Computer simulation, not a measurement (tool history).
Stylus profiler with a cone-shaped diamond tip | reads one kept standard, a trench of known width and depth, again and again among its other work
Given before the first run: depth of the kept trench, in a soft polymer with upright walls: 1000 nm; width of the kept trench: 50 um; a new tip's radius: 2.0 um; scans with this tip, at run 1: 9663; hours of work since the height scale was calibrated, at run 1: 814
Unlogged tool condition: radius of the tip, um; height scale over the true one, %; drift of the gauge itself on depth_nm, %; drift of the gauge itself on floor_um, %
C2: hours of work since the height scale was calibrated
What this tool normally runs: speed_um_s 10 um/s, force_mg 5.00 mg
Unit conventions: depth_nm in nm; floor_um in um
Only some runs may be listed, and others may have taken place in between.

{"run": 1, "hour": 0.0, "speed_um_s": 10, "force_mg": 5.0, "scans with this tip": 9663, "C2": 814, "depth_nm": 1014.62, "floor_um": 43.15}
{"run": 2, "hour": 73.4, "speed_um_s": 10, "force_mg": 5.0, "scans with this tip": 10306, "C2": 868, "depth_nm": 1014.51, "floor_um": 42.94}
{"hour": 113.1, "done": "new tip fitted, height scale calibrated"}
{"run": 3, "hour": 129.5, "speed_um_s": 10, "force_mg": 5.0, "scans with this tip": 144, "C2": 12, "depth_nm": 1012.54, "floor_um": 46.41}
{"run": 4, "hour": 177.1, "speed_um_s": 10, "force_mg": 5.0, "scans with this tip": 561, "C2": 47, "depth_nm": 1012.79, "floor_um": 46.19}
{"run": 5, "hour": 234.0, "speed_um_s": 10, "force_mg": 5.0, "scans with this tip": 1059, "C2": 89, "depth_nm": 1013.0, "floor_um": 46.04}
{"run": 6, "hour": 309.1, "speed_um_s": 10, "force_mg": 5.0, "scans with this tip": 1717, "C2": 145, "depth_nm": 1012.72, "floor_um": 45.75}
{"run": 7, "hour": 379.8, "speed_um_s": 10, "force_mg": 5.0, "scans with this tip": 2336, "C2": 197, "depth_nm": 1013.12, "floor_um": 45.51}
{"run": 8, "hour": 449.3, "speed_um_s": 10, "force_mg": 5.0, "scans with this tip": 2945, "C2": 248, "depth_nm": 1013.45, "floor_um": 45.3}
{"run": 9, "hour": 518.8, "speed_um_s": 10, "force_mg": 5.0, "scans with this tip": 3553, "C2": 299, "depth_nm": 1013.64, "floor_um": 45.08}
{"hour": 526.5, "done": "height scale calibrated on a step standard"}
{"run": 10, "hour": 607.6, "speed_um_s": 10, "force_mg": 5.0, "scans with this tip": 4326, "C2": 60, "depth_nm": 1014.21, "floor_um": 44.82}
{"hour": 675.5, "done": "height scale calibrated on a step standard, once more"}
{"run": 11, "hour": 678.3, "speed_um_s": 10, "force_mg": 5.0, "scans with this tip": 4941, "C2": 2, "depth_nm": 1012.24, "floor_um": 44.6}
{"run": 12, "hour": 745.7, "speed_um_s": 10, "force_mg": 5.0, "scans with this tip": 5532, "C2": 52, "depth_nm": 1012.48, "floor_um": 44.45}
{"run": 13, "hour": 785.1, "speed_um_s": 10, "force_mg": 5.0, "scans with this tip": 5876, "C2": 81, "depth_nm": 1012.77, "floor_um": 44.36}
{"run": 14, "hour": 865.1, "speed_um_s": 21, "force_mg": 4.03, "scans with this tip": 6577, "C2": 140, "depth_nm": 1011.36, "floor_um": 44.15}
{"run": 15, "hour": 907.0, "speed_um_s": 15, "force_mg": 3.01, "scans with this tip": 6944, "C2": 171, "depth_nm": 1009.52, "floor_um": 43.98}
{"run": 16, "hour": 992.2, "speed_um_s": 15, "force_mg": 3.01, "scans with this tip": 7690, "C2": 234, "depth_nm": 1009.37, "floor_um": 43.8}
{"run": 17, "hour": 1052.4, "speed_um_s": 15, "force_mg": 3.01, "scans with this tip": 8217, "C2": 278, "depth_nm": 1009.84, "floor_um": 43.59}
{"run": 18, "hour": 1144.1, "speed_um_s": 15, "force_mg": 3.01, "scans with this tip": 9020, "C2": 346, "depth_nm": 1009.94, "floor_um": 43.41}
{"run": 19, "hour": 1238.3, "speed_um_s": 10, "force_mg": 9.97, "scans with this tip": 9845, "C2": 415, "depth_nm": 1021.33, "floor_um": 43.27}

Consider 4 possible next runs. They are alternatives, not a sequence: every one starts from the tool as it was left by run 19. What does each give?
{"run": "A", "hour": 1282.8, "speed_um_s": 8, "force_mg": 1.89, "scans with this tip": 10235, "C2": 448, "depth_nm": "?", "floor_um": "?"}
{"run": "B", "hour": 1282.8, "speed_um_s": 10, "force_mg": 5.46, "scans with this tip": 10235, "C2": 448, "depth_nm": "?", "floor_um": "?"}
{"run": "C", "hour": 1282.8, "speed_um_s": 10, "force_mg": 4.02, "scans with this tip": 10235, "C2": 448, "depth_nm": "?", "floor_um": "?"}
{"run": "D", "hour": 1282.8, "speed_um_s": 20, "force_mg": 1.95, "scans with this tip": 10235, "C2": 448, "depth_nm": "?", "floor_um": "?"}

run=A depth_nm=1008.46 floor_um=43.09
run=B depth_nm=1014.56 floor_um=43.09
run=C depth_nm=1012.19 floor_um=43.11
run=D depth_nm=1007.68 floor_um=43.00
With no hidden state in the tool, these same runs would have given:
run=A depth_nm=1007.02 floor_um=46.47
run=B depth_nm=1013.11 floor_um=46.47
run=C depth_nm=1010.74 floor_um=46.49
run=D depth_nm=1006.24 floor_um=46.38
